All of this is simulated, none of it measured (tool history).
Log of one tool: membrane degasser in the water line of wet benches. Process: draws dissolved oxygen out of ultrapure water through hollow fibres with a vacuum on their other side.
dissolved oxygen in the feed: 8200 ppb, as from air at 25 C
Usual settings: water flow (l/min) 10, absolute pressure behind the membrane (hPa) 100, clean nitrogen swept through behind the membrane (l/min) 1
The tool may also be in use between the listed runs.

run      day  water flow (l/min)  absolute pressure behind the membrane (hPa)  clean nitrogen swept through behind the membrane (l/min)  dissolved oxygen in the water behind the degasser (ppb)  pressure that the water loses in the fibres (hPa)
  1        0                  10                                          100                                                         1                                                    169.3                                              411.2
  2    9.388                  10                                          100                                                      1.18                                                    147.4                                                414
  3   19.388                  10                                          100                                                      1.18                                                    147.7                                              407.1
  4   25.646                  10                                          100                                                      1.18                                                    147.8                                              409.7
  5   30.058                  10                                          100                                                         1                                                    171.6                                              410.1
  6   39.467                  10                                          100                                                         1                                                    171.8                                              411.5
  7   44.788                  10                                          100                                                         1                                                    170.7                                              411.9
  8   54.692                  10                                          100                                                         1                                                    171.9                                              413.8
  9   62.238                  10                                          100                                                         1                                                    174.6                                              407.4
 10   67.821                  15                                          153                                                         1                                                    422.9                                              618.7
 11   72.583                  15                                          153                                                         1                                                    427.8                                              619.4
 12   78.142                  15                                          156                                                         1                                                    432.7                                              615.5
      78.912  -- vacuum gauge calibrated
 13   83.079                  10                                          100                                                      2.39                                                     81.3                                                413
 14   92.192                   7                                          134                                                      1.77                                                    107.1                                              289.3
 15   99.854                   7                                          134                                                      1.77                                                    107.5                                              290.1
 16  104.517                  16                                          128                                                      0.57                                                    585.1                                              661.3
 17  109.483                  16                                          128                                                      0.57                                                      592                                              663.3
 18  118.571                   9                                          100                                                         1                                                    160.7                                              373.5

5 ways to go on from here, each from the tool as it stands after run 18. What would each give?
     122.225  -- vacuum gauge calibrated, once more
  A  123.879                  12                                          100                                                         1                                                        ?                                                  ?
     122.225  -- vacuum gauge calibrated, once more
  B  123.879                  14                                           99                                                         1                                                        ?                                                  ?
     122.225  -- vacuum gauge calibrated, once more
  C  123.879                  11                                           92                                                      2.22                                                        ?                                                  ?
     122.225  -- vacuum gauge calibrated, once more
  D  123.879                  13                                          100                                                      2.23                                                        ?                                                  ?
     122.225  -- vacuum gauge calibrated, once more
  E  123.879                   7                                          139                                                      1.13                                                        ?                                                  ?

run  dissolved oxygen in the water behind the degasser (ppb)  pressure that the water loses in the fibres (hPa)
  A                                                    200.8                                              495.9
  B                                                    228.1                                              582.1
  C                                                     82.5                                                455
  D                                                      109                                              539.6
  E                                                    164.6                                              292.2
Without the tool's hidden state the same runs would have given:
run  dissolved oxygen in the water behind the degasser (ppb)  pressure that the water loses in the fibres (hPa)
  A                                                    196.1                                              470.6
  B                                                    222.6                                              552.5
  C                                                     78.9                                                432
  D                                                    104.3                                              512.3
  E                                                    160.6                                              277.5

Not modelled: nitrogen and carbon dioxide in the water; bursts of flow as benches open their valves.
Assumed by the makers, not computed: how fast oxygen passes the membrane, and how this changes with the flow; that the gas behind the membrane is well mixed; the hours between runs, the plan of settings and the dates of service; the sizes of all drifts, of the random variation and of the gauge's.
